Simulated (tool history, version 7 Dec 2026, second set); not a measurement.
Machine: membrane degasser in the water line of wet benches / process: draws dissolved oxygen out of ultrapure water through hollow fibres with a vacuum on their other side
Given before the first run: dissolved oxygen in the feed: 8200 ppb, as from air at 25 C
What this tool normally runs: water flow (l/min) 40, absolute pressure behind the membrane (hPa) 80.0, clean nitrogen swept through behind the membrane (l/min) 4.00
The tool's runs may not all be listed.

run,hour,water flow (l/min),absolute pressure behind the membrane (hPa),clean nitrogen swept through behind the membrane (l/min),dissolved oxygen in the water behind the degasser (ppb),pressure that the water loses in the fibres (hPa)
1,0.0,40,80.0,4.00,345.9,312.2
2,210.5,40,80.0,4.00,343.1,313.9
3,409.2,40,92.7,4.00,373.2,313.9
4,579.1,40,80.0,2.74,394.8,314.8
5,774.6,40,80.0,11.97,269.5,315.8
6,924.3,40,80.0,11.97,275.9,313.4
7,1118.1,40,80.0,11.97,276.0,316.2
8,1286.7,40,80.0,11.97,277.2,316.7
9,1494.3,40,80.0,11.97,283.9,313.0
10,1625.9,40,80.0,4.00,352.0,315.1
11,1752.2,40,80.0,4.00,357.8,317.2
12,1875.1,40,80.0,4.00,352.8,315.6
13,2043.7,40,80.0,4.00,352.8,313.0
14,2167.6,40,80.0,4.00,354.0,317.1
15,2298.4,40,80.0,4.00,356.5,318.2
16,2471.3,40,80.0,4.00,352.4,317.3
17,2636.8,40,80.0,4.00,351.8,319.9
18,2835.0,40,173.9,2.18,761.7,318.0
19,3037.7,34,80.0,7.60,250.1,270.9
20,3155.4,40,89.5,8.29,315.8,320.2
21,3323.7,40,89.5,8.29,316.7,320.1
22,3426.6,40,89.5,8.29,323.7,320.4
23,3636.2,40,178.2,6.90,444.6,322.4
24,3798.0,40,178.2,6.90,444.7,321.6
25,3994.6,41,151.4,7.44,415.4,330.1
26,4116.7,40,150.3,4.00,519.2,322.1
27,4305.1,40,76.2,4.00,360.9,325.9
28,4462.3,40,76.2,4.00,364.1,324.9
29,4652.2,25,55.4,2.97,191.0,201.7
30,4791.4,63,61.3,9.24,482.8,511.9
31,4929.7,63,64.5,9.24,492.8,508.5
32,5062.4,63,64.5,1.91,652.7,511.9
33,5245.7,63,124.4,5.77,668.5,514.9

Missing from the log above: 2 entries noted between runs. For each, name the pair of listed runs it sits between and say how the tool's hidden condition differs from the listed run just before to the listed run just after:
Run 3 -> run 4: seals of the vacuum lines changed (hour 474.3)
  membrane still open, %: 97.2 -> 97.1; true pressure behind the membrane over the reading, kPa: 0.19 -> 0.2; air that leaks in behind the membrane, l/min: 0.0428 -> 0.0031
  what was measured, less what the result would be without the hidden state, dissolved oxygen in the water behind the degasser (ppb): +29.1 -> +29.3; pressure that the water loses in the fibres (hPa): +8.6 -> +9.0
Run 15 -> run 16: vacuum gauge calibrated (hour 2458.5)
  membrane still open, %: 95.9 -> 95.7; true pressure behind the membrane over the reading, kPa: 0.37 -> 0; air that leaks in behind the membrane, l/min: 0.0118 -> 0.0128
  what was measured, less what the result would be without the hidden state, dissolved oxygen in the water behind the degasser (ppb): +42.1 -> +35.4; pressure that the water loses in the fibres (hPa): +13.2 -> +13.7
